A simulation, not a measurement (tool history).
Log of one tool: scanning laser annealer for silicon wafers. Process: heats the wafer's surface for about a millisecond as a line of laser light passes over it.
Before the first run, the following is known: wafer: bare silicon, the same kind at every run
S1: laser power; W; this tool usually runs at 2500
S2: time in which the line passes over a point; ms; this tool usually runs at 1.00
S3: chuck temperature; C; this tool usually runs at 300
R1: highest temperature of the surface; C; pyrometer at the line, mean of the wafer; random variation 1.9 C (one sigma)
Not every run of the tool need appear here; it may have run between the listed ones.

run,hour,S1,S2,S3,R1
1,0.0,2500,1.00,300,1088
2,13.7,2500,0.84,300,1018
3,21.5,2500,0.84,300,1017
4,29.0,2500,0.84,300,1013
5,37.0,2500,0.84,300,1017
6,47.4,2500,0.84,300,1015
7,61.0,2500,1.15,300,1148
8,73.8,2500,1.15,300,1152
9,86.0,2500,1.15,300,1151
10,94.0,2252,0.91,328,990
11,102.9,2671,0.91,325,1131
12,118.5,2565,0.80,330,1046
13,134.1,2565,0.80,330,1050
14,147.4,2590,0.72,269,956

4 ways to go on from here, each from the tool as it stands after run 14. What would each give?
A,163.2,2413,1.04,327,?
B,163.2,2590,0.79,305,?
C,163.2,2590,0.72,269,?
D,163.2,2744,0.82,300,?

run,R1
A,1098
B,1024
C,956
D,1088
The same runs, with their run-to-run variation unchanged, on a tool lacking any hidden condition would have given:
run,R1
A,1099
B,1025
C,956
D,1088

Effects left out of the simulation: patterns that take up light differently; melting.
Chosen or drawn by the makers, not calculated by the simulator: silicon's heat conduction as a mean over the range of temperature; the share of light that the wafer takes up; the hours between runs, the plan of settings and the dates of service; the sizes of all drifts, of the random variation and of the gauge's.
